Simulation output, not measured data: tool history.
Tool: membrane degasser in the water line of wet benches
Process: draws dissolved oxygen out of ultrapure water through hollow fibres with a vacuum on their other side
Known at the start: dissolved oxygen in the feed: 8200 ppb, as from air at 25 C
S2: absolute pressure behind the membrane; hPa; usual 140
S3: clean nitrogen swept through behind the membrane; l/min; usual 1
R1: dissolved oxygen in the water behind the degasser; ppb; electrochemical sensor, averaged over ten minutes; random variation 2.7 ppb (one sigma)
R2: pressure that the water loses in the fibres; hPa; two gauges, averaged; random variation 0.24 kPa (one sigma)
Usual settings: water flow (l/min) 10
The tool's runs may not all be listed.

run 1 hour=0 | water_flow_(l/min)=10 S2=140 S3=1 | R1=269.2 R2=617.6
run 2 hour=54.8 | water_flow_(l/min)=10 S2=140 S3=1 | R1=274.9 R2=620
run 3 hour=113.8 | water_flow_(l/min)=10 S2=140 S3=0.84 | R1=311.2 R2=620.9
run 4 hour=144.8 | water_flow_(l/min)=10 S2=140 S3=0.84 | R1=313.5 R2=624.8
run 5 hour=187.9 | water_flow_(l/min)=10 S2=140 S3=0.51 | R1=477 R2=621
run 6 hour=245.4 | water_flow_(l/min)=10 S2=140 S3=0.91 | R1=293.4 R2=622.6
run 7 hour=293.9 | water_flow_(l/min)=10 S2=140 S3=0.91 | R1=295.2 R2=620.6
run 8 hour=332.9 | water_flow_(l/min)=10 S2=140 S3=0.91 | R1=295.9 R2=623.8
run 9 hour=384.2 | water_flow_(l/min)=10 S2=96 S3=1 | R1=177.6 R2=622.7
run 10 hour=451.4 | water_flow_(l/min)=10 S2=96 S3=1 | R1=172.8 R2=628.4
run 11 hour=511.9 | water_flow_(l/min)=10 S2=140 S3=1 | R1=273.9 R2=625.4
run 12 hour=544.6 | water_flow_(l/min)=10 S2=140 S3=1 | R1=269 R2=624.8
run 13 hour=595.8 | water_flow_(l/min)=7 S2=140 S3=1 | R1=186.4 R2=439.5
run 14 hour=652 | water_flow_(l/min)=7 S2=140 S3=1 | R1=185.6 R2=440
run 15 hour=680.2 | water_flow_(l/min)=6 S2=140 S3=1 | R1=159.3 R2=376.5
run 16 hour=714.6 | water_flow_(l/min)=9 S2=140 S3=1 | R1=245.7 R2=565
run 17 hour=764.7 | water_flow_(l/min)=15 S2=140 S3=2.8 | R1=253.4 R2=939.5
run 18 hour=813 | water_flow_(l/min)=15 S2=140 S3=2.8 | R1=255.3 R2=945.1
run 19 hour=849.6 | water_flow_(l/min)=14 S2=311 S3=0.43 | R1=1644.2 R2=878.8
run 20 hour=889.9 | water_flow_(l/min)=10 S2=140 S3=0.44 | R1=535.4 R2=630.9
-- hour=895.5 vacuum gauge calibrated
run 21 hour=951.5 | water_flow_(l/min)=9 S2=239 S3=0.57 | R1=726.8 R2=565.3
run 22 hour=1011 | water_flow_(l/min)=9 S2=239 S3=0.57 | R1=721.1 R2=564.9
run 23 hour=1064.1 | water_flow_(l/min)=15 S2=178 S3=1.04 | R1=575.4 R2=943.9
run 24 hour=1112.6 | water_flow_(l/min)=15 S2=259 S3=1 | R1=834.1 R2=939.7
-- hour=1146.2 vacuum gauge calibrated, once more
run 25 hour=1180.4 | water_flow_(l/min)=10 S2=334 S3=1.25 | R1=570.3 R2=628.9
run 26 hour=1246.7 | water_flow_(l/min)=12 S2=298 S3=1.25 | R1=629.1 R2=758
run 27 hour=1310.1 | water_flow_(l/min)=6 S2=133 S3=2.58 | R1=61.7 R2=380.5
run 28 hour=1346.4 | water_flow_(l/min)=6 S2=133 S3=2.58 | R1=60.4 R2=381.5
run 29 hour=1385.8 | water_flow_(l/min)=10 S2=264 S3=0.99 | R1=552.1 R2=629.4
run 30 hour=1437.9 | water_flow_(l/min)=10 S2=264 S3=0.99 | R1=560.6 R2=633.7
run 31 hour=1474.3 | water_flow_(l/min)=10 S2=264 S3=0.99 | R1=559.5 R2=631.8
run 32 hour=1503.3 | water_flow_(l/min)=10 S2=264 S3=0.99 | R1=561.4 R2=632.9

Forecast each of these 4 alternatives for the next run:
run A hour=1532.2 | water_flow_(l/min)=10 S2=155 S3=0.99 | R1=? R2=?
run B hour=1532.2 | water_flow_(l/min)=10 S2=96 S3=0.96 | R1=? R2=?
run C hour=1532.2 | water_flow_(l/min)=10 S2=166 S3=2.02 | R1=? R2=?
run D hour=1532.2 | water_flow_(l/min)=12 S2=330 S3=1 | R1=? R2=?

run=A R1=310.9 R2=629.9
run=B R1=178.4 R2=632.6
run=C R1=183.3 R2=633
run=D R1=806.7 R2=757.1
Without the tool's hidden state the same runs would have given:
run=A R1=303.1 R2=614.9
run=B R1=173.2 R2=617.6
run=C R1=177 R2=618
run=D R1=790.4 R2=739.2
